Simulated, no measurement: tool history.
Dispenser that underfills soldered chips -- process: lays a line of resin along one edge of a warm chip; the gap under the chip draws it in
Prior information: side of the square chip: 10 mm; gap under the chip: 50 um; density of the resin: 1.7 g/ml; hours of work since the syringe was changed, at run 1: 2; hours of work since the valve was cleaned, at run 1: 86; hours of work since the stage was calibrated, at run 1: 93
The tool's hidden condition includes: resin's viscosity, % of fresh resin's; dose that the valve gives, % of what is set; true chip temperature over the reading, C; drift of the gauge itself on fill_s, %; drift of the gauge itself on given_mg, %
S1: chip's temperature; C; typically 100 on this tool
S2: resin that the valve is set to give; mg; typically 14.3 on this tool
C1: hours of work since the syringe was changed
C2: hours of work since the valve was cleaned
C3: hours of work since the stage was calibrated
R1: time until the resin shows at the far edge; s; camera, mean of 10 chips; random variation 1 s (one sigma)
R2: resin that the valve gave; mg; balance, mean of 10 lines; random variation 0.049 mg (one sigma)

Run 1, day 0.000: usual settings; C1 2; C2 86; C3 93. Result: R1 116.6 s, R2 13.70 mg.
Run 2, day 0.142: usual settings; C1 5; C2 88; C3 96. Result: R1 148.6 s, R2 13.72 mg.
At day 0.188: new syringe of resin.
Run 3, day 0.325: usual settings; C1 3; C2 92; C3 99. Result: R1 121.4 s, R2 13.66 mg.
Run 4, day 0.412: usual settings but S1 93 C; C1 4; C2 93; C3 101. Result: R1 182.5 s, R2 13.59 mg.
At day 0.504: new syringe of resin.
Run 5, day 0.596: usual settings but S1 93 C; C1 2; C2 96; C3 104. Result: R1 151.1 s, R2 13.57 mg.
Run 6, day 0.754: usual settings but S2 14.0 mg; C1 5; C2 100; C3 107. Result: R1 149.7 s, R2 13.29 mg.
At day 0.808: new syringe of resin.
Run 7, day 0.854: usual settings but S2 14.0 mg; C1 1; C2 101; C3 109. Result: R1 106.5 s, R2 13.37 mg.
Run 8, day 0.933: usual settings but S2 18.5 mg; C1 2; C2 103; C3 110. Result: R1 116.3 s, R2 17.61 mg.
Run 9, day 1.046: usual settings but S2 18.5 mg; C1 5; C2 105; C3 112. Result: R1 142.2 s, R2 17.54 mg.
At day 1.117: new syringe of resin.
Run 10, day 1.212: usual settings but S2 14.0 mg; C1 2; C2 108; C3 115. Result: R1 115.2 s, R2 13.28 mg.
Run 11, day 1.338: usual settings but S2 14.0 mg; C1 4; C2 110; C3 118. Result: R1 142.4 s, R2 13.28 mg.
At day 1.421: new syringe of resin.
Run 12, day 1.471: usual settings but S1 95 C, S2 16.8 mg; C1 1; C2 112; C3 120. Result: R1 123.7 s, R2 15.73 mg.
Run 13, day 1.604: usual settings but S1 113 C, S2 16.8 mg; C1 3; C2 115; C3 122. Result: R1 79.7 s, R2 15.73 mg.
At day 1.733: new syringe of resin.
Run 14, day 1.733: usual settings but S2 15.7 mg; C1 0; C2 117; C3 125. Result: R1 96.0 s, R2 14.78 mg.
Run 15, day 1.900: usual settings but S1 95 C, S2 17.1 mg; C1 3; C2 120; C3 128. Result: R1 153.0 s, R2 16.03 mg.
At day 2.042: new syringe of resin.
Run 16, day 2.067: usual settings but S1 95 C, S2 15.0 mg; C1 1; C2 123; C3 131. Result: R1 126.0 s, R2 14.07 mg.
Run 17, day 2.158: usual settings but S1 95 C, S2 15.0 mg; C1 2; C2 125; C3 132. Result: R1 142.0 s, R2 13.99 mg.
Run 18, day 2.304: usual settings but S1 95 C, S2 15.0 mg; C1 5; C2 128; C3 135. Result: R1 182.7 s, R2 13.95 mg.
At day 2.346: new syringe of resin.
Run 19, day 2.450: usual settings but S1 95 C, S2 15.0 mg; C1 2; C2 130; C3 138. Result: R1 139.3 s, R2 14.00 mg.
Run 20, day 2.596: usual settings but S1 95 C, S2 15.0 mg; C1 5; C2 133; C3 140. Result: R1 176.5 s, R2 13.93 mg.
At day 2.654: new syringe of resin.
Run 21, day 2.783: usual settings but S1 95 C, S2 12.4 mg; C1 2; C2 136; C3 144. Result: R1 150.9 s, R2 11.57 mg.

Entry by entry between the runs, the difference in hidden state between the last listed run before and the first listed run after:
Between runs 2 and 3: new syringe of resin (day 0.188)
  resin's viscosity, % of fresh resin's: 154.3 -> 125.5; dose that the valve gives, % of what is set: 95.55 -> 95.38; true chip temperature over the reading, C: 0.44 -> 0.46
  difference, measured minus the result without the unlogged condition, R1: +51.0 -> +23.5 s; R2: -0.63 -> -0.66 mg
Between runs 4 and 5: new syringe of resin (day 0.504)
  resin's viscosity, % of fresh resin's: 144.8 -> 117.3; dose that the valve gives, % of what is set: 95.31 -> 95.15; true chip temperature over the reading, C: 0.47 -> 0.49
  difference, measured minus the result without the unlogged condition, R1: +54.6 -> +20.4 s; R2: -0.67 -> -0.70 mg
Between runs 6 and 7: new syringe of resin (day 0.808)
  resin's viscosity, % of fresh resin's: 153.6 -> 108.2; dose that the valve gives, % of what is set: 94.98 -> 94.89; true chip temperature over the reading, C: 0.5 -> 0.51
  difference, measured minus the result without the unlogged condition, R1: +50.9 -> +6.7 s; R2: -0.70 -> -0.72 mg
Between runs 9 and 10: new syringe of resin (day 1.117)
  resin's viscosity, % of fresh resin's: 149.2 -> 118.5; dose that the valve gives, % of what is set: 94.7 -> 94.55; true chip temperature over the reading, C: 0.53 -> 0.55
  difference, measured minus the result without the unlogged condition, R1: +45.1 -> +16.6 s; R2: -0.99 -> -0.76 mg
Between runs 11 and 12: new syringe of resin (day 1.421)
  resin's viscosity, % of fresh resin's: 145.9 -> 108.4; dose that the valve gives, % of what is set: 94.43 -> 94.3; true chip temperature over the reading, C: 0.56 -> 0.57
  difference, measured minus the result without the unlogged condition, R1: +43.2 -> +7.2 s; R2: -0.78 -> -0.95 mg
Between runs 13 and 14: new syringe of resin (day 1.733)
  resin's viscosity, % of fresh resin's: 134.8 -> 101.4; dose that the valve gives, % of what is set: 94.17 -> 94.06; true chip temperature over the reading, C: 0.59 -> 0.6
  difference, measured minus the result without the unlogged condition, R1: +19.4 -> -0.6 s; R2: -0.98 -> -0.93 mg
Between runs 15 and 16: new syringe of resin (day 2.042)
  resin's viscosity, % of fresh resin's: 133.8 -> 105.4; dose that the valve gives, % of what is set: 93.9 -> 93.77; true chip temperature over the reading, C: 0.62 -> 0.64
  difference, measured minus the result without the unlogged condition, R1: +36.1 -> +4.1 s; R2: -1.04 -> -0.94 mg
Between runs 18 and 19: new syringe of resin (day 2.346)
  resin's viscosity, % of fresh resin's: 156.2 -> 118.4; dose that the valve gives, % of what is set: 93.55 -> 93.42; true chip temperature over the reading, C: 0.66 -> 0.67
  difference, measured minus the result without the unlogged condition, R1: +63.4 -> +19.2 s; R2: -0.96 -> -0.99 mg
Between runs 20 and 21: new syringe of resin (day 2.654)
  resin's viscosity, % of fresh resin's: 151.7 -> 124; dose that the valve gives, % of what is set: 93.27 -> 93.1; true chip temperature over the reading, C: 0.69 -> 0.71
  difference, measured minus the result without the unlogged condition, R1: +57.7 -> +27.7 s; R2: -1.01 -> -0.85 mg
